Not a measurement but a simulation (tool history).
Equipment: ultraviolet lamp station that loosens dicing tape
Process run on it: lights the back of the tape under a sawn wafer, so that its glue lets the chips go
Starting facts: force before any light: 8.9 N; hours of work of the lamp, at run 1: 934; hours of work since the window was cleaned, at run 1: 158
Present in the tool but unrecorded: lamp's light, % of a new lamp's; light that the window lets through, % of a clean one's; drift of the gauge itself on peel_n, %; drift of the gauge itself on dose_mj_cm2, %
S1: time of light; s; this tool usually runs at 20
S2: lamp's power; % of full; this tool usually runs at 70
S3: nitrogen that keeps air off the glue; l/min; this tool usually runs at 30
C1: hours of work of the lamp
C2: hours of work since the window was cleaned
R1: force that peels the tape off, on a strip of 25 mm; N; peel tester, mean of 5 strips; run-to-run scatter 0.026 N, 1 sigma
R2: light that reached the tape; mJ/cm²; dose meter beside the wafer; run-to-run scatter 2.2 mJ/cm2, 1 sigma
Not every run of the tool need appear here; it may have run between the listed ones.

run 1 hour=0 | S1=20 S2=70 S3=30 | C1=934 C2=158 | R1=1.266 R2=175
run 2 hour=60.3 | S1=20 S2=70 S3=26 | C1=979 C2=203 | R1=1.379 R2=176
run 3 hour=132.8 | S1=20 S2=70 S3=26 | C1=1033 C2=258 | R1=1.36 R2=181
run 4 hour=198.8 | S1=20 S2=84 S3=30 | C1=1083 C2=308 | R1=0.91 R2=218
run 5 hour=245.2 | S1=27 S2=84 S3=30 | C1=1118 C2=342 | R1=0.442 R2=288
-- hour=288.3 window cleaned of glue's vapour
run 6 hour=307.3 | S1=27 S2=84 S3=30 | C1=1164 C2=14 | R1=0.441 R2=290
run 7 hour=364.6 | S1=20 S2=70 S3=12 | C1=1207 C2=57 | R1=2.212 R2=181
run 8 hour=401 | S1=20 S2=89 S3=48 | C1=1235 C2=85 | R1=0.561 R2=224
run 9 hour=434 | S1=20 S2=89 S3=48 | C1=1260 C2=110 | R1=0.551 R2=226
run 10 hour=505.7 | S1=40 S2=66 S3=48 | C1=1313 C2=164 | R1=0.214 R2=336
run 11 hour=569.7 | S1=40 S2=83 S3=34 | C1=1362 C2=212 | R1=0.177 R2=423
run 12 hour=626 | S1=40 S2=88 S3=27 | C1=1404 C2=254 | R1=0.192 R2=448

Run 13 comes next. What will it give?
run 13 hour=676.6 | S1=40 S2=88 S3=27 | C1=1442 C2=292 | R1=? R2=?

{"run 13": {"R1": 0.187, "R2": 451}}
Take away the tool's hidden state, keep the run-to-run variation as it was, and the same run would have given R1 0.186 N, R2 452 mJ/cm².
